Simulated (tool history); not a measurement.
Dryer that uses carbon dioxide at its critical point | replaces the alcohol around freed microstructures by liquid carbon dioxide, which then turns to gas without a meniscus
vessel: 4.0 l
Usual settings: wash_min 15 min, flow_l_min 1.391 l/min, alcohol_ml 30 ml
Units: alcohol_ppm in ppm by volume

run   hour  wash_min  flow_l_min  alcohol_ml  alcohol_ppm
  1      0        15       1.391          30           91
  2   10.7        15       1.391          30           90
  3   31.1        15       1.391          67          197
  4   40.7        15       1.391          30           96
  5   50.9        15       1.391          30           99
  6   62.3        15       1.391          30           98
  7   81.8        15        0.85          30          476
  8     95        18       1.391          30           48
  9  107.2        18       1.391          30           52
 10  118.7        18       1.391          30           50
 11    130        18       1.391          93          126
 12  147.4        15       1.391          48          156

Run 13 comes next. What will it give?
 13   156        14       1.391          34            ?

Run 13 gave alcohol_ppm 156 ppm by volume.
Without the tool's hidden state the same run would have given alcohol_ppm 111 ppm by volume.

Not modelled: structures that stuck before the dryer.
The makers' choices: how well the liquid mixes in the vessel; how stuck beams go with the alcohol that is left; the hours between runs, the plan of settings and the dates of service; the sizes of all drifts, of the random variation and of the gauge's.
